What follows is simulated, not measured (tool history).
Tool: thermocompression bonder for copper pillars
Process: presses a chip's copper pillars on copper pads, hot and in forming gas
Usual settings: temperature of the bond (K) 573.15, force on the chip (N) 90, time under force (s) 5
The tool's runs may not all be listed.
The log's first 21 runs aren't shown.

run,day,temperature of the bond (K),force on the chip (N),time under force (s),force that shears a chip off (N)
22,36.579,580.15,66,11,71.6
# day 36.783: forming gas filter changed
23,38.933,563.15,90,11,81.1
24,41.254,563.15,69,7,54.3
25,43.129,573.15,96,3,61.4
26,44.562,573.15,101,13,96.5
27,46.129,600.15,126,3,96.8
28,47.967,568.15,126,3,73.1
29,49.425,583.15,90,5,74.5
30,51.442,583.15,79,5,66.8
31,53.538,583.15,79,5,66.7
32,54.750,573.15,91,5,67.2
# day 56.625: forming gas filter changed
33,56.767,573.15,91,5,70.5
34,57.925,573.15,91,5,69.7
35,59.617,550.15,98,5,55.4
36,61.375,545.15,90,8,56.5
37,62.588,545.15,90,8,56.0
38,63.646,545.15,90,8,56.4
39,66.129,545.15,90,8,55.1

3 ways to go on from here, each from the tool as it stands after run 39. What would each give?
A,67.154,545.15,90,3,?
B,67.154,551.15,60,7,?
C,67.154,545.15,80,8,?

run,force that shears a chip off (N)
A,37.5
B,37.2
C,49.1
Without the tool's hidden state the same runs would have given:
run,force that shears a chip off (N)
A,43.3
B,43.0
C,56.2

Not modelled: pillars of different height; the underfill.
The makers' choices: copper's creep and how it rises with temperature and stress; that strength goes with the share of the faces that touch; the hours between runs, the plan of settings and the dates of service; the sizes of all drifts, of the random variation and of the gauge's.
